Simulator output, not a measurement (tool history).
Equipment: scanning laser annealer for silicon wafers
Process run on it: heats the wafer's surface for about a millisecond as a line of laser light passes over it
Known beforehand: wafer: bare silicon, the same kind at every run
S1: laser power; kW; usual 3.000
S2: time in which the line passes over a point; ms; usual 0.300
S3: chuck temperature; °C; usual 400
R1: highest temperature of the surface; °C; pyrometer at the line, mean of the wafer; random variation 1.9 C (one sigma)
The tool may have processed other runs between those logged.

| run | hour | S1 | S2 | S3 | R1 |
|---|---|---|---|---|---|
| 1 | 0.0 | 3.000 | 0.300 | 400 | 1196 |
| 2 | 25.9 | 3.000 | 0.300 | 400 | 1195 |
| 3 | 43.6 | 3.000 | 0.300 | 400 | 1198 |
| 4 | 58.3 | 3.000 | 0.300 | 400 | 1194 |
| 5 | 71.3 | 3.000 | 0.300 | 400 | 1196 |
| 6 | 90.5 | 3.000 | 0.300 | 400 | 1199 |
| 7 | 112.2 | 3.000 | 0.300 | 400 | 1191 |
| 8 | 136.1 | 3.000 | 0.300 | 400 | 1197 |
| 9 | 152.8 | 3.000 | 0.300 | 400 | 1195 |
| 10 | 172.1 | 3.000 | 0.300 | 402 | 1195 |
| 11 | 197.1 | 3.000 | 0.276 | 400 | 1160 |
| 12 | 221.9 | 3.000 | 0.300 | 384 | 1176 |
| 13 | 240.2 | 3.000 | 0.300 | 384 | 1174 |
| 14 | 263.4 | 3.000 | 0.300 | 400 | 1188 |
| 15 | 277.1 | 3.000 | 0.300 | 400 | 1190 |
| 16 | 301.6 | 3.000 | 0.300 | 417 | 1206 |
| 17 | 313.5 | 3.000 | 0.300 | 400 | 1189 |
| 18 | 327.6 | 3.000 | 0.300 | 400 | 1185 |
| 19 | 349.8 | 3.000 | 0.300 | 400 | 1189 |
| 20 | 371.5 | 3.000 | 0.218 | 400 | 1070 |
| 21 | 386.1 | 3.000 | 0.218 | 400 | 1071 |
| 22 | 408.3 | 2.837 | 0.353 | 366 | 1159 |
| 23 | 421.7 | 3.129 | 0.300 | 401 | 1230 |

Forecast run 24:
| 24 | 432.9 | 2.879 | 0.247 | 400 | ? |

{"run 24": {"R1": 1075}}
Minus the tool's unlogged condition, the same run would have read R1 1108 °C.
